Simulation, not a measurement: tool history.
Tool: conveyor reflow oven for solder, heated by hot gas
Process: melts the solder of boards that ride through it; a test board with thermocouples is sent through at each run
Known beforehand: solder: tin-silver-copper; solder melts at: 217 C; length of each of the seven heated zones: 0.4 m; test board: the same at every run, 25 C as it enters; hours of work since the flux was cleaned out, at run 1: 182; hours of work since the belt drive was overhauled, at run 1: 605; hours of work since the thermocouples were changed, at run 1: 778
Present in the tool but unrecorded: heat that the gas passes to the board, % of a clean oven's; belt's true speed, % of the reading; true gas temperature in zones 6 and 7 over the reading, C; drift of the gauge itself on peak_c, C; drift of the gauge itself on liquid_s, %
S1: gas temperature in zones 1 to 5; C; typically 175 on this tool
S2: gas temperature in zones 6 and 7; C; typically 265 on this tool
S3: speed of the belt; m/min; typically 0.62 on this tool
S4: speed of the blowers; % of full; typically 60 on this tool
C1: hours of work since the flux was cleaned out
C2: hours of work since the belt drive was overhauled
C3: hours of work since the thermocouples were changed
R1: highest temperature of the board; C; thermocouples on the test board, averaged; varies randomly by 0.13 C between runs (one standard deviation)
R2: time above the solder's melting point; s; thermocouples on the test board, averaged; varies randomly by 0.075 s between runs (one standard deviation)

run 1 hour=0 | S1=175 S2=265 S3=0.62 S4=60 | C1=182 C2=605 C3=778 | R1=250.7 R2=58.34
run 2 hour=24.3 | S1=175 S2=254 S3=0.62 S4=60 | C1=196 C2=620 C3=792 | R1=240.7 R2=49.71
run 3 hour=48.7 | S1=175 S2=254 S3=0.62 S4=60 | C1=211 C2=634 C3=807 | R1=240.8 R2=49.64
-- hour=55.5 flux residue cleaned out of gas plates and filters
run 4 hour=74.1 | S1=175 S2=254 S3=0.62 S4=60 | C1=11 C2=647 C3=819 | R1=240.3 R2=49.12
run 5 hour=106.3 | S1=175 S2=254 S3=0.62 S4=60 | C1=30 C2=666 C3=838 | R1=240.4 R2=48.94
run 6 hour=119.5 | S1=175 S2=254 S3=0.62 S4=60 | C1=38 C2=674 C3=846 | R1=240.3 R2=48.9
-- hour=126.4 flux residue cleaned out of gas plates and filters, once more
run 7 hour=151.5 | S1=175 S2=254 S3=0.62 S4=60 | C1=15 C2=690 C3=862 | R1=241.3 R2=50.78
run 8 hour=166.4 | S1=175 S2=254 S3=0.62 S4=79 | C1=24 C2=699 C3=871 | R1=244.3 R2=54.91
run 9 hour=187.3 | S1=175 S2=254 S3=0.62 S4=79 | C1=36 C2=711 C3=883 | R1=244.3 R2=54.99
run 10 hour=215.4 | S1=175 S2=254 S3=0.62 S4=79 | C1=53 C2=728 C3=900 | R1=244.4 R2=54.86
run 11 hour=238.5 | S1=175 S2=265 S3=0.62 S4=68 | C1=67 C2=742 C3=914 | R1=252.5 R2=60.27
run 12 hour=262.8 | S1=175 S2=265 S3=0.62 S4=67 | C1=82 C2=756 C3=929 | R1=252.4 R2=60.11
run 13 hour=289.2 | S1=175 S2=271 S3=0.62 S4=60 | C1=97 C2=772 C3=944 | R1=256.3 R2=62.38
run 14 hour=307.7 | S1=175 S2=277 S3=0.62 S4=60 | C1=108 C2=783 C3=955 | R1=261.9 R2=65.47
run 15 hour=329.3 | S1=175 S2=277 S3=0.62 S4=60 | C1=121 C2=796 C3=968 | R1=262 R2=65.47
run 16 hour=349.8 | S1=175 S2=277 S3=0.62 S4=60 | C1=134 C2=808 C3=981 | R1=261.5 R2=65.51
-- hour=362.4 thermocouples of zones 6 and 7 changed
run 17 hour=366.4 | S1=160 S2=271 S3=0.62 S4=60 | C1=142 C2=817 C3=2 | R1=254.5 R2=56.04
run 18 hour=392.1 | S1=175 S2=265 S3=0.62 S4=54 | C1=158 C2=832 C3=18 | R1=250 R2=57.35
run 19 hour=414.4 | S1=182 S2=266 S3=0.62 S4=54 | C1=171 C2=846 C3=31 | R1=252.2 R2=61.86
run 20 hour=445.5 | S1=175 S2=265 S3=0.657 S4=60 | C1=190 C2=864 C3=50 | R1=249.4 R2=53.57
run 21 hour=471.7 | S1=169 S2=272 S3=0.683 S4=69 | C1=205 C2=880 C3=65 | R1=255.2 R2=53.61
-- hour=488.2 flux residue cleaned out of gas plates and filters
run 22 hour=491.9 | S1=169 S2=273 S3=0.63 S4=67 | C1=2 C2=889 C3=74 | R1=259.1 R2=61.3
run 23 hour=506.4 | S1=169 S2=273 S3=0.63 S4=67 | C1=11 C2=898 C3=83 | R1=259.2 R2=61.41
run 24 hour=536 | S1=167 S2=277 S3=0.63 S4=67 | C1=29 C2=915 C3=101 | R1=262.4 R2=62.61
run 25 hour=549.8 | S1=167 S2=277 S3=0.63 S4=67 | C1=37 C2=924 C3=109 | R1=262.5 R2=62.55
run 26 hour=573.8 | S1=162 S2=271 S3=0.62 S4=86 | C1=51 C2=938 C3=123 | R1=260 R2=61.54
run 27 hour=605.4 | S1=162 S2=271 S3=0.62 S4=86 | C1=70 C2=957 C3=142 | R1=259.9 R2=61.57
run 28 hour=626 | S1=167 S2=265 S3=0.62 S4=72 | C1=82 C2=969 C3=154 | R1=252.4 R2=57.89
run 29 hour=645.3 | S1=167 S2=265 S3=0.62 S4=72 | C1=94 C2=981 C3=166 | R1=252.7 R2=57.86
run 30 hour=675.5 | S1=182 S2=265 S3=0.666 S4=60 | C1=112 C2=999 C3=184 | R1=250.7 R2=56.32

3 options for the next run, each taken on its own from the tool as it stands now. Forecast them:
run A hour=692.3 | S1=169 S2=265 S3=0.62 S4=60 | C1=122 C2=1009 C3=194 | R1=? R2=?
run B hour=692.3 | S1=182 S2=265 S3=0.666 S4=84 | C1=122 C2=1009 C3=194 | R1=? R2=?
run C hour=692.3 | S1=175 S2=258 S3=0.65 S4=62 | C1=122 C2=1009 C3=194 | R1=? R2=?

run=A R1=250.5 R2=56.26
run=B R1=254.1 R2=59.77
run=C R1=244.2 R2=50.58
The same runs, with their run-to-run variation unchanged, on a tool lacking any hidden condition would have given:
run=A R1=251.4 R2=56.36
run=B R1=255.1 R2=59.73
run=C R1=245 R2=50.84
